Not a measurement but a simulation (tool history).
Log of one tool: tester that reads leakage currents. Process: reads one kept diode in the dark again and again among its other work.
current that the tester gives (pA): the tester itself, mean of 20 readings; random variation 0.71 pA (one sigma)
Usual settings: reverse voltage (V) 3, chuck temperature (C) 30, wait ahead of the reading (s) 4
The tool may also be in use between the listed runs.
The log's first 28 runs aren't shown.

run,hour,reverse voltage (V),chuck temperature (C),wait ahead of the reading (s),current that the tester gives (pA)
29,2172.5,13.3,30,0.31,428.11
30,2218.6,1.16,43,2.96,416.44
31,2310.1,1.36,39,3.86,341.35
32,2395.4,11.39,49,4,1372.79
33,2493.3,1.27,47,4,553.07
34,2583.7,6.46,30,8.7,332.83
35,2668.4,8.56,30,0.3,370.46
36,2733.9,8.58,51,3.73,1408.53
# hour 2798.2: probe card cleaned and baked
37,2834,6.01,42,0.43,706.5
38,2876.6,1.76,33,1.74,253.33
39,2929.5,1.76,33,1.74,252.83

5 ways to go on from here, each from the tool as it stands after run 39. What would each give?
A,3004.9,7.65,33,1.66,?
B,3004.9,6.36,59,1.89,?
C,3004.9,11.86,33,0.54,?
D,3004.9,3.1,30,0.84,?
E,3004.9,4,33,2.29,?

run,current that the tester gives (pA)
A,425.52
B,2040.25
C,501.76
D,251.61
E,340.2
Without the tool's hidden state the same runs would have given:
run,current that the tester gives (pA)
A,404.51
B,1961.41
C,476.84
D,238.97
E,323.53

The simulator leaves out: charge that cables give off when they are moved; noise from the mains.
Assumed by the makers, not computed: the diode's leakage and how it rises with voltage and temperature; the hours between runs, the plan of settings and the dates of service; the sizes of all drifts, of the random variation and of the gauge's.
